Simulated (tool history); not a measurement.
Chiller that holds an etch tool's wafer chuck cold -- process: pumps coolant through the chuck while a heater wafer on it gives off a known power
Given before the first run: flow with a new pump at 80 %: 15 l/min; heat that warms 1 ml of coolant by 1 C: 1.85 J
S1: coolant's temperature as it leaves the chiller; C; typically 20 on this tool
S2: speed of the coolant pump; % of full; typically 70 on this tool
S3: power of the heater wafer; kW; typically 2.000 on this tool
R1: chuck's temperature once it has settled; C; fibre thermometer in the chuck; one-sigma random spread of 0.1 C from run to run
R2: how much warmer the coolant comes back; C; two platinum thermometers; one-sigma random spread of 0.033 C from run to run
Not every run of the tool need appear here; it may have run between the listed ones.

Run 1, day 0.000: usual settings. Result: R1 41.9 C, R2 4.97 C.
Run 2, day 8.875: usual settings. Result: R1 42.1 C, R2 4.95 C.
Run 3, day 16.150: usual settings. Result: R1 41.9 C, R2 4.95 C.
Run 4, day 22.729: usual settings. Result: R1 42.1 C, R2 4.89 C.
Run 5, day 29.571: usual settings. Result: R1 41.9 C, R2 4.96 C.
At day 35.967: chiller's thermometer calibrated.
Run 6, day 36.292: usual settings but S2 77 % of full. Result: R1 40.8 C, R2 4.57 C.
Run 7, day 42.850: usual settings but S2 77 % of full. Result: R1 40.7 C, R2 4.50 C.
Run 8, day 49.579: usual settings but S2 77 % of full. Result: R1 40.6 C, R2 4.51 C.
Run 9, day 57.221: usual settings. Result: R1 42.0 C, R2 4.97 C.
Run 10, day 66.600: usual settings. Result: R1 42.2 C, R2 4.95 C.
Run 11, day 75.625: usual settings. Result: R1 42.1 C, R2 4.97 C.
Run 12, day 79.658: usual settings. Result: R1 41.9 C, R2 4.98 C.
Run 13, day 84.808: usual settings. Result: R1 42.0 C, R2 4.99 C.
Run 14, day 91.396: usual settings. Result: R1 42.0 C, R2 4.99 C.
Run 15, day 99.712: usual settings. Result: R1 42.2 C, R2 4.99 C.
Run 16, day 104.854: usual settings. Result: R1 42.0 C, R2 4.92 C.
Run 17, day 110.346: usual settings. Result: R1 41.8 C, R2 4.96 C.
Run 18, day 117.742: usual settings. Result: R1 41.9 C, R2 4.99 C.
Run 19, day 123.696: usual settings. Result: R1 42.0 C, R2 4.97 C.
Run 20, day 127.804: usual settings but S1 14 C, S2 80 % of full, S3 1.696 kW. Result: R1 31.1 C, R2 3.65 C.
Run 21, day 133.471: usual settings but S1 25 C, S2 67 % of full, S3 2.427 kW. Result: R1 52.3 C, R2 6.30 C.
Run 22, day 142.108: usual settings but S1 11 C, S2 86 % of full, S3 2.427 kW. Result: R1 34.3 C, R2 4.91 C.
At day 144.246: coolant changed, channels flushed.
Run 23, day 147.946: usual settings but S2 100 % of full. Result: R1 37.4 C, R2 3.50 C.
Run 24, day 154.042: usual settings but S2 100 % of full. Result: R1 37.3 C, R2 3.44 C.
Run 25, day 158.871: usual settings but S1 29 C, S3 2.378 kW. Result: R1 55.2 C, R2 6.00 C.
Run 26, day 164.246: usual settings but S1 11 C, S2 68 % of full, S3 1.233 kW. Result: R1 24.8 C, R2 3.19 C.
Run 27, day 173.867: usual settings but S1 11 C, S2 68 % of full, S3 1.233 kW. Result: R1 24.7 C, R2 3.17 C.
Run 28, day 183.429: usual settings but S1 19 C, S2 68 % of full, S3 2.381 kW. Result: R1 45.6 C, R2 6.10 C.
Run 29, day 189.983: usual settings but S1 11 C, S2 62 % of full, S3 1.324 kW. Result: R1 26.7 C, R2 3.73 C.
Run 30, day 199.412: usual settings but S1 28 C, S3 1.040 kW. Result: R1 39.4 C, R2 2.61 C.
Run 31, day 209.046: usual settings but S1 28 C, S3 1.040 kW. Result: R1 39.4 C, R2 2.62 C.
Run 32, day 217.592: usual settings but S1 28 C, S2 68 % of full, S3 2.520 kW. Result: R1 56.3 C, R2 6.43 C.

What if the next run were any one of these 3? Each begins from the tool's condition after run 32:
Run A, day 224.767: usual settings but S3 2.889 kW. Result: R1 ?, R2 ?.
Run B, day 224.767: usual settings but S1 11 C. Result: R1 ?, R2 ?.
Run C, day 224.767: usual settings but S2 68 % of full, S3 2.188 kW. Result: R1 ?, R2 ?.

run    R1    R2
  A  51.8  7.16
  B  33.0  4.96
  C  44.5  5.57
With the hidden condition removed and each run's random variation left untouched, the same runs would have given:
run    R1    R2
  A  51.8  7.15
  B  33.0  4.95
  C  44.5  5.56
